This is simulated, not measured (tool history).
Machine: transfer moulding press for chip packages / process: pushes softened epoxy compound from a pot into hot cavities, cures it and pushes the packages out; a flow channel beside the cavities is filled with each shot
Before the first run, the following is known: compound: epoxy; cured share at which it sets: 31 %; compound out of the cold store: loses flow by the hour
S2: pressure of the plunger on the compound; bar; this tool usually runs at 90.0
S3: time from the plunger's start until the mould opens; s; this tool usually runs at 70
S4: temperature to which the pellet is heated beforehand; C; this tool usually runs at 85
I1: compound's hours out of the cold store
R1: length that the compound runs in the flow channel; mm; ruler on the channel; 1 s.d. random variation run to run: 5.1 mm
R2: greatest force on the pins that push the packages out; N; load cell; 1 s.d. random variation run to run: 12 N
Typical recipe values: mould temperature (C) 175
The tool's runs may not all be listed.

Run 1, hour 0.0: usual settings; I1 24.9. Result: R1 532 mm, R2 604 N.
At hour 19.9: plunger's sealing rings changed.
At hour 48.3: cavities cleaned with cleaning compound and waxed.
Run 2, hour 48.5: usual settings but S3 73 s; I1 26.7. Result: R1 571 mm, R2 877 N.
At hour 92.9: cavities cleaned with cleaning compound and waxed.
Run 3, hour 93.7: usual settings but mould temperature (C) 171, S3 73 s; I1 19.7. Result: R1 572 mm, R2 707 N.
Run 4, hour 131.0: usual settings but mould temperature (C) 181; I1 34.6. Result: R1 526 mm, R2 678 N.
At hour 136.2: cavities cleaned with cleaning compound and waxed.
Run 5, hour 165.4: usual settings but mould temperature (C) 181; I1 16.1. Result: R1 551 mm, R2 612 N.
At hour 182.0: cavities cleaned with cleaning compound and waxed.
At hour 187.8: mould's thermocouples calibrated.
At hour 197.0: cavities cleaned with cleaning compound and waxed, once more.
Run 6, hour 212.3: usual settings but mould temperature (C) 181; I1 12.1. Result: R1 555 mm, R2 554 N.
At hour 240.4: cavities cleaned with cleaning compound and waxed.
Run 7, hour 257.7: usual settings but mould temperature (C) 181; I1 18.6. Result: R1 528 mm, R2 574 N.
At hour 288.0: cavities cleaned with cleaning compound and waxed.
Run 8, hour 313.5: usual settings but mould temperature (C) 181, S3 74 s; I1 45.8. Result: R1 500 mm, R2 572 N.
At hour 333.3: cavities cleaned with cleaning compound and waxed.
Run 9, hour 349.1: usual settings but S3 79 s; I1 18.2. Result: R1 542 mm, R2 591 N.
At hour 381.1: plunger's sealing rings changed.
At hour 382.6: cavities cleaned with cleaning compound and waxed.
Run 10, hour 406.5: usual settings but S3 79 s; I1 25.6. Result: R1 561 mm, R2 597 N.
At hour 429.9: cavities cleaned with cleaning compound and waxed.
Run 11, hour 453.5: usual settings; I1 33.4. Result: R1 548 mm, R2 755 N.
At hour 473.1: cavities cleaned with cleaning compound and waxed.
Run 12, hour 489.0: usual settings but mould temperature (C) 178; I1 10.9. Result: R1 573 mm, R2 664 N.
At hour 520.4: cavities cleaned with cleaning compound and waxed.
Run 13, hour 530.5: usual settings; I1 30.5. Result: R1 541 mm, R2 706 N.
At hour 563.9: cavities cleaned with cleaning compound and waxed.
Run 14, hour 572.6: usual settings but mould temperature (C) 174, S3 109 s; I1 28.9. Result: R1 533 mm, R2 468 N.
At hour 606.9: cavities cleaned with cleaning compound and waxed.
Run 15, hour 615.1: usual settings but mould temperature (C) 174, S3 109 s; I1 26.7. Result: R1 531 mm, R2 442 N.
At hour 651.6: cavities cleaned with cleaning compound and waxed.
Run 16, hour 654.3: usual settings but mould temperature (C) 174, S3 109 s; I1 8.1. Result: R1 556 mm, R2 420 N.
Run 17, hour 693.0: usual settings but mould temperature (C) 174, S3 109 s; I1 12.4. Result: R1 557 mm, R2 581 N.
At hour 697.0: cavities cleaned with cleaning compound and waxed.
At hour 724.4: mould's thermocouples calibrated.
At hour 744.9: plunger's sealing rings changed.
At hour 746.4: cavities cleaned with cleaning compound and waxed.
Run 18, hour 754.3: usual settings but mould temperature (C) 183, S3 56 s; I1 19.8. Result: R1 554 mm, R2 687 N.
At hour 791.2: cavities cleaned with cleaning compound and waxed.
Run 19, hour 801.2: usual settings but S2 101.3 bar; I1 21.1. Result: R1 590 mm, R2 669 N.
At hour 836.8: cavities cleaned with cleaning compound and waxed.
Run 20, hour 850.1: usual settings but S2 101.3 bar; I1 32.3. Result: R1 575 mm, R2 698 N.
Run 21, hour 876.3: usual settings but mould temperature (C) 181, S4 89 C; I1 34.8. Result: R1 523 mm, R2 665 N.

For run 22, what comes out?
At hour 880.3: cavities cleaned with cleaning compound and waxed.
Run 22, hour 907.0: usual settings but mould temperature (C) 167, S2 89.2 bar, S3 85 s, S4 76 C; I1 33.0. Result: R1 ?, R2 ?.

R1: 545 mm
R2: 870 N
The same run, on a tool lacking any hidden state, would have yielded R1 568 mm, R2 643 N.
